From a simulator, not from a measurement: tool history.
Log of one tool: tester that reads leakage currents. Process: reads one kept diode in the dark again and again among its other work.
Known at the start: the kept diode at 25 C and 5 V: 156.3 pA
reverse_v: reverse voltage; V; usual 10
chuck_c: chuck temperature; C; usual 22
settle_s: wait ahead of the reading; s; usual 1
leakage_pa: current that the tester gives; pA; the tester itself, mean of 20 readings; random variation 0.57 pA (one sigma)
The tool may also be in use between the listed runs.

run   hour  reverse_v  chuck_c  settle_s  leakage_pa
  1      0         10       22         1      194.51
  2   40.9        2.8       22         1       90.25
  3   80.1         10       22         1      193.57
  4    111         10       22         1      195.01
  5  148.7         10       22         1      195.65
  6  174.6         10       22         1      195.22
  7    206         10       22      1.81      196.11
  8  226.4         10       41      1.81      797.45
  9  244.1        1.4       22         1       60.03
 10  266.7        1.4       22         1       60.31
 11  307.1         10       22      0.79      197.45
 12  330.2         10       22      0.79      197.52
 13  348.1       12.6       26      0.45       310.5
 14  368.4        1.5       47      0.61      388.84
 15  399.7        1.5       47      0.61      389.39
 16  435.5         10       34         1      486.58
 17  453.7         10       34         1      489.89
 18  493.8       18.6       26      0.68      392.53
 19    518        4.8       31      0.79      252.54
 20  547.4        6.2       48      0.48      968.67

4 ways to go on from here, each from the tool as it stands after run 20. What would each give?
  A  585.2        2.2       22      2.08           ?
  B  585.2        6.2       25      3.29           ?
  C  585.2         10       22      4.22           ?
  D  585.2        6.2       48      0.69           ?

run  leakage_pa
  A       79.38
  B      186.54
  C      197.59
  D      974.72
Without the tool's hidden state the same runs would have given:
run  leakage_pa
  A       75.94
  B      178.23
  C      187.46
  D      945.14
